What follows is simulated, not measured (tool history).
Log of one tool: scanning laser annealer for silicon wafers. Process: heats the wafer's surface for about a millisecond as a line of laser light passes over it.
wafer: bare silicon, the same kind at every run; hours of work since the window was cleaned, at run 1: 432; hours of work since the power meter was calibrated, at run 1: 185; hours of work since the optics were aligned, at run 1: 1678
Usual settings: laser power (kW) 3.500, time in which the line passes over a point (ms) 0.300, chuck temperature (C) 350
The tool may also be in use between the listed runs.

run   hour  laser power (kW)  time in which the line passes over a point (ms)  chuck temperature (C)  hours of work since the window was cleaned  hours of work since the power meter was calibrated  hours of work since the optics were aligned  highest temperature of the surface (C)
  1    0.0             3.500                                            0.300                    350                                         432                                                 185                                         1678                                    1072
  2    8.8             3.500                                            0.300                    350                                         436                                                 189                                         1682                                    1069
  3   25.0             3.500                                            0.300                    350                                         443                                                 197                                         1689                                    1072
  4   34.6             3.500                                            0.220                    350                                         448                                                 201                                         1694                                     948
  5   42.8             3.509                                            0.300                    350                                         451                                                 205                                         1697                                    1069
      52.8  -- window over the wafer cleaned
  6   62.2             3.509                                            0.300                    350                                           4                                                 213                                         1705                                    1074
  7   77.3             3.509                                            0.300                    350                                          11                                                 220                                         1712                                    1073
  8   91.4             3.509                                            0.300                    350                                          18                                                 226                                         1719                                    1072
  9  107.5             3.500                                            0.300                    350                                          25                                                 234                                         1726                                    1069
 10  122.8             3.500                                            0.300                    350                                          32                                                 241                                         1733                                    1065
 11  138.4             3.500                                            0.300                    350                                          39                                                 248                                         1740                                    1070
 12  149.6             3.500                                            0.300                    350                                          44                                                 253                                         1745                                    1066
 13  161.0             3.500                                            0.300                    350                                          50                                                 258                                         1751                                    1068
 14  174.2             3.439                                            0.300                    350                                          56                                                 264                                         1757                                    1057
 15  187.4             3.500                                            0.300                    350                                          62                                                 270                                         1763                                    1069
 16  202.6             3.500                                            0.300                    350                                          69                                                 277                                         1770                                    1070
 17  219.3             3.500                                            0.300                    350                                          76                                                 285                                         1777                                    1072
 18  235.2             3.500                                            0.341                    350                                          84                                                 292                                         1785                                    1125
 19  250.7             3.500                                            0.341                    350                                          91                                                 299                                         1792                                    1125
 20  264.0             3.500                                            0.300                    374                                          97                                                 305                                         1798                                    1092
 21  275.1             3.500                                            0.300                    374                                         102                                                 310                                         1803                                    1092
 22  288.1             3.500                                            0.380                    317                                         108                                                 316                                         1809                                    1138
 23  300.4             3.384                                            0.241                    341                                         113                                                 322                                         1815                                     955
 24  308.6             3.353                                            0.349                    350                                         117                                                 326                                         1818                                    1104
 25  322.2             3.136                                            0.255                    384                                         123                                                 332                                         1825                                     971
 26  339.3             3.689                                            0.292                    350                                         131                                                 340                                         1832                                    1094
 27  350.9             3.500                                            0.258                    382                                         137                                                 345                                         1838                                    1043
 28  364.3             3.500                                            0.258                    382                                         143                                                 351                                         1844                                    1041
 29  377.2             3.500                                            0.258                    382                                         149                                                 357                                         1850                                    1037
 30  384.8             3.500                                            0.353                    350                                         152                                                 361                                         1853                                    1142
 31  403.0             3.019                                            0.300                    349                                         160                                                 369                                         1862                                     972
 32  418.4             3.525                                            0.335                    380                                         167                                                 376                                         1869                                    1152
 33  426.3             3.525                                            0.257                    370                                         171                                                 380                                         1872                                    1029
 34  436.8             3.525                                            0.257                    370                                         176                                                 384                                         1877                                    1028
 35  444.4             3.587                                            0.257                    375                                         179                                                 388                                         1881                                    1052
 36  455.0             3.587                                            0.257                    375                                         184                                                 393                                         1885                                    1049
 37  467.5             3.500                                            0.226                    350                                         190                                                 398                                         1891                                     960
 38  477.2             3.218                                            0.309                    328                                         194                                                 403                                         1896                                    1001
     484.6  -- optics aligned, line set to its width
 39  490.7             3.500                                            0.300                    371                                         198                                                 407                                            3                                    1087
 40  502.5             3.500                                            0.300                    371                                         204                                                 412                                            8                                    1089
 41  510.3             3.500                                            0.302                    350                                         207                                                 416                                           12                                    1071

4 ways to go on from here, each from the tool as it stands after run 41. What would each give?
  A  519.6             3.116                                            0.306                    330                                         212                                                 420                                           16                                       ?
  B  519.6             3.500                                            0.274                    349                                         212                                                 420                                           16                                       ?
  C  519.6             3.500                                            0.289                    350                                         212                                                 420                                           16                                       ?
  D  519.6             3.500                                            0.300                    357                                         212                                                 420                                           16                                       ?

run  highest temperature of the surface (C)
  A                                     973
  B                                    1029
  C                                    1056
  D                                    1076
Without the tool's hidden state the same runs would have given:
run  highest temperature of the surface (C)
  A                                     973
  B                                    1030
  C                                    1056
  D                                    1076
